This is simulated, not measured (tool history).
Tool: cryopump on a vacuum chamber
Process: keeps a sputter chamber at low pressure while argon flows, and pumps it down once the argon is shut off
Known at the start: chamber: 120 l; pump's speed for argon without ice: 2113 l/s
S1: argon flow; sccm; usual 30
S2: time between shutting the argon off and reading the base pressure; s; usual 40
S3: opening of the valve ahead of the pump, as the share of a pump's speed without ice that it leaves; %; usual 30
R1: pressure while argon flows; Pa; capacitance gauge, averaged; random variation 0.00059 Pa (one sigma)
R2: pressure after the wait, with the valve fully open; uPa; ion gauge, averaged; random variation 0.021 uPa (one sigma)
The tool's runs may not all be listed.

| run | hour | S1 | S2 | S3 | R1 | R2 |
|---|---|---|---|---|---|---|
| 1 | 0 | 30 | 40 | 30 | 0.0807 | 0.59 |
| 2 | 31.4 | 30 | 40 | 30 | 0.0812 | 0.57 |
| 3 | 75.8 | 30 | 40 | 30 | 0.081 | 0.57 |
| 4 | 108.6 | 30 | 281 | 30 | 0.0814 | 0.3 |
| 5 | 146.2 | 30 | 281 | 30 | 0.0818 | 0.28 |
| 6 | 185.3 | 30 | 281 | 30 | 0.0819 | 0.26 |
| 7 | 235.7 | 30 | 281 | 30 | 0.0834 | 0.29 |
| 8 | 277.7 | 30 | 281 | 30 | 0.0819 | 0.3 |
| 9 | 312.1 | 30 | 281 | 30 | 0.0823 | 0.28 |
| 10 | 351.2 | 30 | 281 | 30 | 0.0818 | 0.29 |
| 11 | 386.8 | 30 | 281 | 30 | 0.0827 | 0.31 |
| 12 | 437.4 | 30 | 281 | 30 | 0.0835 | 0.29 |
| 13 | 460.7 | 15 | 40 | 30 | 0.0422 | 0.64 |
| 14 | 496.5 | 30 | 76 | 30 | 0.0837 | 0.46 |
| 15 | 533.4 | 30 | 76 | 30 | 0.0836 | 0.44 |
| 16 | 557.9 | 30 | 76 | 35 | 0.0726 | 0.45 |
| 17 | 603.1 | 30 | 76 | 43 | 0.0593 | 0.45 |
| 18 | 635.9 | 30 | 26 | 30 | 0.084 | 0.83 |
| 19 | 666.2 | 30 | 26 | 30 | 0.0846 | 0.85 |
| 20 | 703.3 | 14 | 40 | 30 | 0.0391 | 0.63 |
| 21 | 735.6 | 14 | 75 | 21 | 0.0557 | 0.43 |
| 22 | 776.5 | 18 | 103 | 21 | 0.0725 | 0.45 |
| 23 | 805.2 | 12 | 22 | 53 | 0.0206 | 0.93 |
| 24 | 854.6 | 12 | 22 | 53 | 0.0206 | 0.93 |
| 25 | 891.7 | 12 | 22 | 53 | 0.0204 | 0.93 |
| 26 | 927.2 | 38 | 141 | 30 | 0.1082 | 0.42 |
| 27 | 951.3 | 52 | 40 | 18 | 0.2427 | 0.68 |
| 28 | 1001.5 | 52 | 40 | 18 | 0.2433 | 0.68 |
| 29 | 1023.6 | 49 | 67 | 30 | 0.1426 | 0.53 |
| 30 | 1052.2 | 49 | 67 | 30 | 0.1443 | 0.53 |
| 31 | 1086.6 | 49 | 67 | 30 | 0.1433 | 0.6 |
| 32 | 1127.1 | 15 | 47 | 15 | 0.0842 | 0.63 |
| 33 | 1175.5 | 15 | 47 | 15 | 0.0849 | 0.68 |

Hidden state or all else? Some run-to-run changes of R1, split into what the settings, what came in and random variation would give without the hidden state, and what is left for the hidden state (with any gauge scatter that isn't in both results):
The hidden state here: pump's speed, % of a pump's without ice; cold plate's temperature, K; leak into the chamber, uPa l/s; drift of the gauge itself on working_pa, %; drift of the gauge itself on base_upa, %.
Run 25 -> 26: S1 12 -> 38, S2 22 -> 141, S3 53 -> 30. R1 +0.0878 Pa: hidden state +0.0057, all else +0.0821.
Run 26 -> 27: S1 38 -> 52, S2 141 -> 40, S3 30 -> 18. R1 +0.1345 Pa: hidden state +0.0033, all else +0.1312.
Run 28 -> 29: S1 52 -> 49, S2 40 -> 67, S3 18 -> 30. R1 -0.1007 Pa: hidden state -0.0005, all else -0.1002.
Run 31 -> 32: S1 49 -> 15, S2 67 -> 47, S3 30 -> 15. R1 -0.0591 Pa: hidden state -0.0085, all else -0.0506.
